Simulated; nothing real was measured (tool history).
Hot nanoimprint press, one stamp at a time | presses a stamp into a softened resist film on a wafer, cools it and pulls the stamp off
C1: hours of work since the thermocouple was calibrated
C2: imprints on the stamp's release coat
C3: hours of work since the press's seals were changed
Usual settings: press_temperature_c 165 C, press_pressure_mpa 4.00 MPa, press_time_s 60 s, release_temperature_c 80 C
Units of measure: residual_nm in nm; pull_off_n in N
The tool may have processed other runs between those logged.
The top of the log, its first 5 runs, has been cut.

Run 6, hour 53.1: usual settings but press_temperature_c 175 C, press_time_s 39 s; C1 230; C2 170; C3 128. Result: residual_nm 144.9 nm, pull_off_n 264 N.
Run 7, hour 66.2: usual settings but press_temperature_c 175 C, press_time_s 39 s; C1 236; C2 212; C3 134. Result: residual_nm 144.5 nm, pull_off_n 257 N.
Run 8, hour 75.6: usual settings but press_temperature_c 175 C, press_time_s 39 s; C1 240; C2 242; C3 138. Result: residual_nm 145.2 nm, pull_off_n 255 N.
Run 9, hour 90.9: usual settings; C1 247; C2 291; C3 145. Result: residual_nm 182.8 nm, pull_off_n 259 N.
Run 10, hour 106.0: usual settings; C1 254; C2 340; C3 152. Result: residual_nm 183.3 nm, pull_off_n 277 N.
Run 11, hour 120.0: usual settings; C1 260; C2 385; C3 158. Result: residual_nm 183.8 nm, pull_off_n 271 N.
Run 12, hour 134.2: usual settings but release_temperature_c 84 C; C1 266; C2 430; C3 164. Result: residual_nm 184.0 nm, pull_off_n 255 N.
Run 13, hour 142.9: usual settings but release_temperature_c 81 C; C1 270; C2 458; C3 168. Result: residual_nm 185.0 nm, pull_off_n 277 N.
Run 14, hour 152.4: usual settings; C1 275; C2 488; C3 173. Result: residual_nm 183.7 nm, pull_off_n 294 N.
Run 15, hour 163.5: usual settings but press_time_s 89 s; C1 279; C2 524; C3 177. Result: residual_nm 162.2 nm, pull_off_n 292 N.
Run 16, hour 176.7: usual settings but press_time_s 89 s; C1 285; C2 566; C3 183. Result: residual_nm 158.2 nm, pull_off_n 298 N.
Run 17, hour 192.1: usual settings but press_time_s 89 s; C1 292; C2 616; C3 190. Result: residual_nm 161.7 nm, pull_off_n 299 N.
Run 18, hour 202.4: usual settings but press_temperature_c 173 C, press_time_s 43 s; C1 297; C2 649; C3 195. Result: residual_nm 151.7 nm, pull_off_n 300 N.
Run 19, hour 209.8: usual settings but press_temperature_c 173 C, press_pressure_mpa 3.67 MPa, press_time_s 43 s; C1 300; C2 672; C3 198. Result: residual_nm 157.8 nm, pull_off_n 300 N.
Run 20, hour 216.6: usual settings but press_temperature_c 173 C, press_pressure_mpa 3.67 MPa, press_time_s 43 s; C1 303; C2 694; C3 201. Result: residual_nm 159.2 nm, pull_off_n 309 N.
Run 21, hour 224.2: usual settings but press_temperature_c 173 C, press_pressure_mpa 3.67 MPa, press_time_s 43 s; C1 306; C2 718; C3 204. Result: residual_nm 159.1 nm, pull_off_n 310 N.
Run 22, hour 230.9: usual settings but press_temperature_c 173 C, press_pressure_mpa 3.67 MPa, press_time_s 43 s; C1 309; C2 740; C3 207. Result: residual_nm 161.0 nm, pull_off_n 298 N.
Run 23, hour 240.8: usual settings but release_temperature_c 78 C; C1 314; C2 772; C3 212. Result: residual_nm 183.7 nm, pull_off_n 330 N.
Run 24, hour 248.6: usual settings but press_temperature_c 153 C, press_pressure_mpa 3.07 MPa, press_time_s 30 s, release_temperature_c 69 C; C1 317; C2 797; C3 215. Result: residual_nm 317.3 nm, pull_off_n 408 N.
Run 25, hour 263.8: usual settings but press_temperature_c 153 C, press_pressure_mpa 3.07 MPa, press_time_s 30 s, release_temperature_c 69 C; C1 324; C2 846; C3 222. Result: residual_nm 313.6 nm, pull_off_n 408 N.
Run 26, hour 276.1: usual settings but press_temperature_c 166 C, press_pressure_mpa 3.07 MPa, press_time_s 63 s, release_temperature_c 69 C; C1 330; C2 885; C3 228. Result: residual_nm 198.6 nm, pull_off_n 404 N.
Run 27, hour 287.8: usual settings but release_temperature_c 88 C; C1 335; C2 922; C3 233. Result: residual_nm 185.6 nm, pull_off_n 262 N.
Run 28, hour 296.9: usual settings but press_temperature_c 164 C, press_pressure_mpa 2.84 MPa, press_time_s 105 s; C1 339; C2 951; C3 237. Result: residual_nm 185.5 nm, pull_off_n 327 N.
Run 29, hour 308.1: usual settings but press_time_s 58 s; C1 344; C2 987; C3 242. Result: residual_nm 187.2 nm, pull_off_n 322 N.
Run 30, hour 323.0: usual settings but press_time_s 58 s; C1 350; C2 1035; C3 248. Result: residual_nm 187.6 nm, pull_off_n 337 N.

3 ways to go on from here, each from the tool as it stands after run 30. What would each give?
Run A, hour 330.4: usual settings but press_temperature_c 169 C, press_pressure_mpa 6.03 MPa, press_time_s 74 s; C1 354; C2 1059; C3 252. Result: residual_nm ?, pull_off_n ?.
Run B, hour 330.4: usual settings but press_pressure_mpa 2.99 MPa, press_time_s 83 s; C1 354; C2 1059; C3 252. Result: residual_nm ?, pull_off_n ?.
Run C, hour 330.4: usual settings but press_temperature_c 167 C, press_pressure_mpa 3.10 MPa, press_time_s 58 s; C1 354; C2 1059; C3 252. Result: residual_nm ?, pull_off_n ?.

run  residual_nm  pull_off_n
  A        119.3         342
  B        192.0         340
  C        197.5         338
The same runs, with their run-to-run variation unchanged, on a tool lacking any hidden condition would have given:
run  residual_nm  pull_off_n
  A        112.5         240
  B        182.8         239
  C        188.4         237
